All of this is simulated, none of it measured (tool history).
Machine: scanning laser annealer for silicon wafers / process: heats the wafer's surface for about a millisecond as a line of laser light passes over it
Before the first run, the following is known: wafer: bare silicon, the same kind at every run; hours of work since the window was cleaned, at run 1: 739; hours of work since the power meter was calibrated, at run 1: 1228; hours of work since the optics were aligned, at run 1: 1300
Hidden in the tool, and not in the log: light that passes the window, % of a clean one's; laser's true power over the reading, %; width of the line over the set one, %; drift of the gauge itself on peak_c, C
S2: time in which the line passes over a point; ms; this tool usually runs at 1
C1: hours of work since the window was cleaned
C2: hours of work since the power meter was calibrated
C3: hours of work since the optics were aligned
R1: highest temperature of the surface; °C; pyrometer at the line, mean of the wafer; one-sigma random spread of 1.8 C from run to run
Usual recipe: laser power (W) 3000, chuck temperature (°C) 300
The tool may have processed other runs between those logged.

Run 1, hour 0: usual settings; C1 739; C2 1228; C3 1300. Result: R1 1023 °C.
Run 2, hour 38.9: usual settings; C1 758; C2 1248; C3 1319. Result: R1 1021 °C.
Run 3, hour 91.6: usual settings; C1 785; C2 1274; C3 1345. Result: R1 1021 °C.
Run 4, hour 171.2: usual settings; C1 824; C2 1314; C3 1385. Result: R1 1021 °C.
At hour 246.2: window over the wafer cleaned.
Run 5, hour 249: usual settings; C1 1; C2 1352; C3 1423. Result: R1 1047 °C.
Run 6, hour 338.1: usual settings; C1 46; C2 1397; C3 1468. Result: R1 1045 °C.
Run 7, hour 416: usual settings; C1 85; C2 1436; C3 1507. Result: R1 1048 °C.
Run 8, hour 459.1: usual settings; C1 107; C2 1457; C3 1528. Result: R1 1041 °C.
At hour 526.8: optics aligned, line set to its width.
Run 9, hour 526.8: usual settings; C1 138; C2 1489; C3 0. Result: R1 1037 °C.
Run 10, hour 608: usual settings but laser power (W) 3091; C1 179; C2 1529; C3 41. Result: R1 1060 °C.
Run 11, hour 653.3: usual settings but laser power (W) 3091, S2 1.16 ms; C1 201; C2 1552; C3 63. Result: R1 1115 °C.
Run 12, hour 734.5: usual settings; C1 242; C2 1593; C3 104. Result: R1 1034 °C.
Run 13, hour 812.7: usual settings; C1 281; C2 1632; C3 143. Result: R1 1034 °C.
Run 14, hour 863: usual settings; C1 306; C2 1657; C3 168. Result: R1 1031 °C.
Run 15, hour 918.7: usual settings; C1 334; C2 1685; C3 196. Result: R1 1030 °C.
At hour 952.6: optics aligned, line set to its width, once more.
Run 16, hour 1017.4: usual settings but S2 0.82 ms; C1 381; C2 1732; C3 32. Result: R1 969 °C.
Run 17, hour 1084.1: usual settings but laser power (W) 2805; C1 415; C2 1765; C3 66. Result: R1 986 °C.
Run 18, hour 1158: usual settings but laser power (W) 2805; C1 452; C2 1802; C3 103. Result: R1 987 °C.
Run 19, hour 1237.5: usual settings but laser power (W) 2805; C1 491; C2 1842; C3 143. Result: R1 986 °C.
Run 20, hour 1300.4: usual settings but chuck temperature (°C) 297; C1 523; C2 1874; C3 174. Result: R1 1030 °C.
Run 21, hour 1340.8: usual settings but S2 1.16 ms; C1 543; C2 1894; C3 194. Result: R1 1092 °C.
Run 22, hour 1412.9: usual settings but laser power (W) 3088, chuck temperature (°C) 266; C1 579; C2 1930; C3 230. Result: R1 1022 °C.
Run 23, hour 1477.7: usual settings but laser power (W) 3034, S2 0.73 ms, chuck temperature (°C) 282; C1 612; C2 1962; C3 263. Result: R1 910 °C.
Run 24, hour 1520.1: usual settings but laser power (W) 2817, S2 0.8 ms, chuck temperature (°C) 273; C1 633; C2 1984; C3 284. Result: R1 883 °C.
Run 25, hour 1608.9: usual settings but laser power (W) 2894, S2 0.9 ms, chuck temperature (°C) 273; C1 677; C2 2028; C3 329. Result: R1 940 °C.
Run 26, hour 1668.1: usual settings but laser power (W) 3160, S2 1.25 ms, chuck temperature (°C) 308; C1 707; C2 2058; C3 358. Result: R1 1168 °C.
Run 27, hour 1733.2: usual settings but S2 1.17 ms, chuck temperature (°C) 318; C1 740; C2 2090; C3 391. Result: R1 1100 °C.
Run 28, hour 1824: usual settings but S2 0.88 ms; C1 785; C2 2136; C3 436. Result: R1 975 °C.
Run 29, hour 1868.1: usual settings but laser power (W) 2812, chuck temperature (°C) 327; C1 807; C2 2158; C3 458. Result: R1 1007 °C.
Run 30, hour 1956.7: usual settings but laser power (W) 2812, chuck temperature (°C) 327; C1 851; C2 2202; C3 503. Result: R1 999 °C.
At hour 1974.1: window over the wafer cleaned.
Run 31, hour 2047.9: usual settings but laser power (W) 2935, S2 0.83 ms, chuck temperature (°C) 286; C1 37; C2 2247; C3 547. Result: R1 953 °C.
Run 32, hour 2128.6: usual settings but laser power (W) 2935, S2 0.83 ms, chuck temperature (°C) 286; C1 77; C2 2287; C3 588. Result: R1 956 °C.
Run 33, hour 2185.6: usual settings but laser power (W) 2935, S2 0.83 ms, chuck temperature (°C) 286; C1 106; C2 2316; C3 616. Result: R1 953 °C.
Run 34, hour 2275.8: usual settings but laser power (W) 3192, S2 0.8 ms, chuck temperature (°C) 321; C1 151; C2 2361; C3 662. Result: R1 1036 °C.
Run 35, hour 2354.2: usual settings but laser power (W) 3170, S2 0.8 ms, chuck temperature (°C) 303; C1 190; C2 2400; C3 701. Result: R1 1009 °C.
Run 36, hour 2443.2: usual settings but laser power (W) 2776, S2 1.08 ms, chuck temperature (°C) 287; C1 235; C2 2445; C3 745. Result: R1 1000 °C.
Run 37, hour 2521.3: usual settings but S2 0.99 ms; C1 274; C2 2484; C3 784. Result: R1 1038 °C.
Run 38, hour 2609.5: usual settings but laser power (W) 3216; C1 318; C2 2528; C3 829. Result: R1 1098 °C.
Run 39, hour 2665.9: usual settings but laser power (W) 3216; C1 346; C2 2556; C3 857. Result: R1 1098 °C.
Run 40, hour 2730.4: usual settings but laser power (W) 3097, chuck temperature (°C) 276; C1 379; C2 2589; C3 889. Result: R1 1042 °C.
Run 41, hour 2786.6: usual settings but laser power (W) 3097, chuck temperature (°C) 276; C1 407; C2 2617; C3 917. Result: R1 1037 °C.
Run 42, hour 2854.9: usual settings but laser power (W) 3299, S2 0.93 ms, chuck temperature (°C) 276; C1 441; C2 2651; C3 952. Result: R1 1060 °C.

Take each entry between the runs: how does the hidden state at the last listed run before it differ from the hidden state at the first listed run after it?
From run 4 to run 5: window over the wafer cleaned (hour 246.2)
  light that passes the window, % of a clean one's: 96.22 -> 99.95; laser's true power over the reading, %: 0.47 -> 0.49; width of the line over the set one, %: 1.67 -> 1.71
  the result without the hidden state subtracted from the measured one, R1: -34 -> -4 °C
From run 8 to run 9: optics aligned, line set to its width (hour 526.8)
  light that passes the window, % of a clean one's: 99.41 -> 99.25; laser's true power over the reading, %: 0.54 -> 0.56; width of the line over the set one, %: 1.84 -> 3.04
  the result without the hidden state subtracted from the measured one, R1: -8 -> -15 °C
From run 15 to run 16: optics aligned, line set to its width, once more (hour 952.6)
  light that passes the window, % of a clean one's: 98.26 -> 98.04; laser's true power over the reading, %: 0.65 -> 0.68; width of the line over the set one, %: 3.27 -> 0.24
  the result without the hidden state subtracted from the measured one, R1: -23 -> -10 °C
From run 30 to run 31: window over the wafer cleaned (hour 1974.1)
  light that passes the window, % of a clean one's: 95.72 -> 99.61; laser's true power over the reading, %: 0.91 -> 0.94; width of the line over the set one, %: 0.8 -> 0.85
  the result without the hidden state subtracted from the measured one, R1: -29 -> +1 °C
